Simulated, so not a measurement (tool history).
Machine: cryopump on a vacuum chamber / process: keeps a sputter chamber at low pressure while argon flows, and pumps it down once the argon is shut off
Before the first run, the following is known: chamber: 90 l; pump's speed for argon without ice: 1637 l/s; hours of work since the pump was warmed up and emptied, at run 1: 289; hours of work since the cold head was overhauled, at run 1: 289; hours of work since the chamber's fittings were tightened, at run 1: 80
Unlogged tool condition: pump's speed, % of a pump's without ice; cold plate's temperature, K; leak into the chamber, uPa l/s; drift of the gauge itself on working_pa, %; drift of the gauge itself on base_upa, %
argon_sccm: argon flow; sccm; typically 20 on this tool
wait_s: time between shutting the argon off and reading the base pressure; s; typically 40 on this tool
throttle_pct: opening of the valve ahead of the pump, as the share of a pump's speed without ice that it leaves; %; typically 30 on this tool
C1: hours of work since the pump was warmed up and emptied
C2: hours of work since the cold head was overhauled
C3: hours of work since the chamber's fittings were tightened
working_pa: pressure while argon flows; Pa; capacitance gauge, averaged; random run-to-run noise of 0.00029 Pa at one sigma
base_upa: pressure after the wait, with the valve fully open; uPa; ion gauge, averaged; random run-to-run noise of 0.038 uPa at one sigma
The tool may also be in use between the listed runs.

{"run": 1, "hour": 0.0, "argon_sccm": 20, "wait_s": 40, "throttle_pct": 30, "C1": 289, "C2": 289, "C3": 80, "working_pa": 0.0708, "base_upa": 2.25}
{"run": 2, "hour": 25.0, "argon_sccm": 20, "wait_s": 40, "throttle_pct": 30, "C1": 303, "C2": 303, "C3": 94, "working_pa": 0.0707, "base_upa": 2.3}
{"run": 3, "hour": 50.9, "argon_sccm": 20, "wait_s": 40, "throttle_pct": 30, "C1": 317, "C2": 317, "C3": 109, "working_pa": 0.071, "base_upa": 2.29}
{"run": 4, "hour": 74.0, "argon_sccm": 20, "wait_s": 40, "throttle_pct": 30, "C1": 330, "C2": 330, "C3": 122, "working_pa": 0.0711, "base_upa": 2.28}
{"run": 5, "hour": 88.3, "argon_sccm": 20, "wait_s": 40, "throttle_pct": 30, "C1": 338, "C2": 338, "C3": 130, "working_pa": 0.0712, "base_upa": 2.21}
{"run": 6, "hour": 106.2, "argon_sccm": 20, "wait_s": 40, "throttle_pct": 30, "C1": 348, "C2": 348, "C3": 140, "working_pa": 0.071, "base_upa": 2.33}
{"run": 7, "hour": 119.9, "argon_sccm": 20, "wait_s": 40, "throttle_pct": 30, "C1": 356, "C2": 356, "C3": 147, "working_pa": 0.0712, "base_upa": 2.29}
{"run": 8, "hour": 141.6, "argon_sccm": 20, "wait_s": 40, "throttle_pct": 30, "C1": 368, "C2": 368, "C3": 159, "working_pa": 0.0711, "base_upa": 2.37}
{"run": 9, "hour": 156.3, "argon_sccm": 20, "wait_s": 40, "throttle_pct": 30, "C1": 376, "C2": 376, "C3": 168, "working_pa": 0.0708, "base_upa": 2.28}
{"run": 10, "hour": 168.8, "argon_sccm": 20, "wait_s": 124, "throttle_pct": 30, "C1": 383, "C2": 383, "C3": 175, "working_pa": 0.0715, "base_upa": 0.96}
{"run": 11, "hour": 184.5, "argon_sccm": 15, "wait_s": 123, "throttle_pct": 21, "C1": 392, "C2": 392, "C3": 183, "working_pa": 0.076, "base_upa": 0.97}
{"run": 12, "hour": 196.1, "argon_sccm": 22, "wait_s": 123, "throttle_pct": 47, "C1": 398, "C2": 398, "C3": 190, "working_pa": 0.0514, "base_upa": 0.99}
{"run": 13, "hour": 209.6, "argon_sccm": 33, "wait_s": 145, "throttle_pct": 33, "C1": 406, "C2": 406, "C3": 197, "working_pa": 0.1076, "base_upa": 0.87}
{"run": 14, "hour": 221.6, "argon_sccm": 33, "wait_s": 145, "throttle_pct": 33, "C1": 412, "C2": 412, "C3": 204, "working_pa": 0.107, "base_upa": 0.85}
{"run": 15, "hour": 247.3, "argon_sccm": 9, "wait_s": 37, "throttle_pct": 29, "C1": 427, "C2": 427, "C3": 218, "working_pa": 0.0332, "base_upa": 2.52}
{"run": 16, "hour": 267.6, "argon_sccm": 9, "wait_s": 37, "throttle_pct": 29, "C1": 438, "C2": 438, "C3": 230, "working_pa": 0.0326, "base_upa": 2.38}
{"run": 17, "hour": 293.8, "argon_sccm": 9, "wait_s": 37, "throttle_pct": 29, "C1": 453, "C2": 453, "C3": 244, "working_pa": 0.0337, "base_upa": 2.45}

Branching from run 17: 4 alternative next runs. What would each branch give?
{"run": "A", "hour": 318.8, "argon_sccm": 31, "wait_s": 37, "throttle_pct": 35, "C1": 467, "C2": 467, "C3": 258, "working_pa": "?", "base_upa": "?"}
{"run": "B", "hour": 318.8, "argon_sccm": 9, "wait_s": 40, "throttle_pct": 21, "C1": 467, "C2": 467, "C3": 258, "working_pa": "?", "base_upa": "?"}
{"run": "C", "hour": 318.8, "argon_sccm": 9, "wait_s": 37, "throttle_pct": 25, "C1": 467, "C2": 467, "C3": 258, "working_pa": "?", "base_upa": "?"}
{"run": "D", "hour": 318.8, "argon_sccm": 26, "wait_s": 40, "throttle_pct": 56, "C1": 467, "C2": 467, "C3": 258, "working_pa": "?", "base_upa": "?"}

run=A working_pa=0.0956 base_upa=2.55
run=B working_pa=0.0458 base_upa=2.41
run=C working_pa=0.0383 base_upa=2.51
run=D working_pa=0.0514 base_upa=2.36
Take away the tool's hidden state, keep each run's random variation, and the runs would have read:
run=A working_pa=0.0912 base_upa=2.36
run=B working_pa=0.0445 base_upa=2.22
run=C working_pa=0.037 base_upa=2.33
run=D working_pa=0.0477 base_upa=2.18
